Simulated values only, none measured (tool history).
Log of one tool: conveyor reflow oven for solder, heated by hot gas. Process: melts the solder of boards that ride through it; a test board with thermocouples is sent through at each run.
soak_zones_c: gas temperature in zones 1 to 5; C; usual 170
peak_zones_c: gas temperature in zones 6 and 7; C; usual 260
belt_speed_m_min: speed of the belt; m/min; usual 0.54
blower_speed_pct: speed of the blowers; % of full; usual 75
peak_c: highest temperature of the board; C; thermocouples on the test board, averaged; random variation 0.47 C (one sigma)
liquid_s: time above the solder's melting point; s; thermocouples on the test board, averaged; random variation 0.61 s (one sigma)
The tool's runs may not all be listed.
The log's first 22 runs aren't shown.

run	hour	soak_zones_c	peak_zones_c	belt_speed_m_min	blower_speed_pct	hours of work since the flux was cleaned out	hours of work since the belt drive was overhauled	hours of work since the thermocouples were changed	peak_c	liquid_s
23	276.7	184	260	0.593	51	458	163	403	236	44.7
# hour 283.4: flux residue cleaned out of gas plates and filters
24	296.3	184	260	0.593	51	6	169	410	236.7	45.3
25	310.6	181	261	0.529	81	12	176	416	250	68.4
26	318	176	260	0.54	75	16	179	420	245.6	61.5
27	327.8	176	260	0.54	75	20	183	424	245.2	61.7
28	336.5	176	260	0.54	75	24	187	428	244.7	62
29	352.6	164	260	0.533	74	31	195	435	243.8	54.8
30	367.6	170	270	0.576	51	38	201	442	242.6	48.2
31	382.8	165	260	0.637	75	45	208	449	238	38.6
32	399.8	165	260	0.637	75	52	216	456	237.6	38.8

Forecast each of these 3 alternatives for the next run:
A	414.4	167	265	0.637	75	59	222	463	?	?
B	414.4	184	272	0.54	75	59	222	463	?	?
C	414.4	163	269	0.531	75	59	222	463	?	?

run	peak_c	liquid_s
A	242.8	44.6
B	257	75.3
C	251.2	62
Without the tool's hidden state the same runs would have given:
run	peak_c	liquid_s
A	242.8	44.7
B	257	75.3
C	251.2	62
